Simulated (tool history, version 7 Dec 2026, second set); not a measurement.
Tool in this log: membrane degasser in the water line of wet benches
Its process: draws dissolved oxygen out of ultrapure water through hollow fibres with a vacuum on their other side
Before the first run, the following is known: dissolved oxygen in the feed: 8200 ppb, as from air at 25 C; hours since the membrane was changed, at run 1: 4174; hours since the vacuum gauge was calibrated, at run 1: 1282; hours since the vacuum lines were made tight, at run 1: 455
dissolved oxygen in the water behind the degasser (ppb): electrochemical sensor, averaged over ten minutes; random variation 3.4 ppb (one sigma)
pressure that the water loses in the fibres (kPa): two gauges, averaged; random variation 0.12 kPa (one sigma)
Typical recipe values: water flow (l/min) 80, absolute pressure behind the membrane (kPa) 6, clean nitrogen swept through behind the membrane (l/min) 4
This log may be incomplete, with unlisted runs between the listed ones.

run	hour	water flow (l/min)	absolute pressure behind the membrane (kPa)	clean nitrogen swept through behind the membrane (l/min)	hours since the membrane was changed	hours since the vacuum gauge was calibrated	hours since the vacuum lines were made tight	dissolved oxygen in the water behind the degasser (ppb)	pressure that the water loses in the fibres (kPa)
1	0	80	6	4	4174	1282	455	343.1	30.64
2	154	80	6	4	4328	1436	609	342.5	30.62
3	288.2	80	6	4	4462	1570	743	342.1	30.47
4	402.5	80	6	4	4576	1685	858	341.3	30.57
5	562.3	80	6	4	4736	1844	1017	341	30.67
6	728.5	80	6	4	4902	2011	1184	336.5	30.56
7	858.6	80	6	4	5032	2141	1314	342.1	30.48
8	933.8	80	5	4	5108	2216	1389	296.9	30.57
9	1034.3	80	6	4	5208	2316	1489	341.5	30.51
10	1149.3	80	5.87	4	5323	2431	1604	340.8	30.73
11	1253.5	80	6	4	5427	2536	1709	341.4	30.39
12	1328.8	80	6	4	5503	2611	1784	338.5	30.5
13	1479.9	80	6	4	5654	2762	1935	342.7	30.63
14	1640.7	80	6	4	5814	2923	2096	342.9	30.44
15	1789.5	80	4.84	4	5963	3072	2245	295.4	30.49
16	1930.2	80	6	4	6104	3212	2385	346.2	30.58
17	2086.4	80	13.62	4	6260	3369	2541	627.1	30.65
18	2197.3	80	13.62	4	6371	3479	2652	638.1	30.31
19	2280.8	80	13.62	4	6455	3563	2736	633.4	30.47
20	2366.8	67	6	6.96	6540	3649	2822	227.2	25.58
21	2450	78	6	7.46	6624	3732	2905	277.8	29.89
22	2552	63	6	4	6726	3834	3007	245.6	24.2
23	2705	80	6	7.07	6879	3987	3160	290.2	30.7
24	2835.7	80	6	7.07	7009	4118	3291	291.2	30.51
25	2981.8	72	9.77	3.54	7156	4264	3437	464.7	27.54
26	3153.3	60	8.8	5.51	7327	4435	3608	268	23.01
27	3293.9	55	6.13	10.96	7468	4576	3749	152.5	21.19
28	3462.4	73	12.52	4	7636	4745	3918	548.2	27.88
29	3590.3	83	9.64	2.62	7764	4873	4045	620.3	31.83
30	3663.6	122	8.98	4	7837	4946	4119	758	46.58
31	3750.7	122	8.98	6.76	7924	5033	4206	631.5	46.65
32	3826.2	61	9.09	9.58	8000	5108	4281	229.8	23.36
33	3924	61	9.09	9.58	8098	5206	4379	226.9	23.49

What if the next run were any one of these 3? Each begins from the tool's condition after run 33:
A	4025.2	80	7.43	3.41	8199	5307	4480	?	?
B	4025.2	61	12.3	9.58	8199	5307	4480	?	?
C	4025.2	86	9.09	1.76	8199	5307	4480	?	?

run	dissolved oxygen in the water behind the degasser (ppb)	pressure that the water loses in the fibres (kPa)
A	432.3	30.77
B	279.7	23.24
C	754.4	32.74
What these runs would have given with no unlogged condition in the tool:
run	dissolved oxygen in the water behind the degasser (ppb)	pressure that the water loses in the fibres (kPa)
A	431	30.74
B	278.9	23.21
C	752.7	32.7

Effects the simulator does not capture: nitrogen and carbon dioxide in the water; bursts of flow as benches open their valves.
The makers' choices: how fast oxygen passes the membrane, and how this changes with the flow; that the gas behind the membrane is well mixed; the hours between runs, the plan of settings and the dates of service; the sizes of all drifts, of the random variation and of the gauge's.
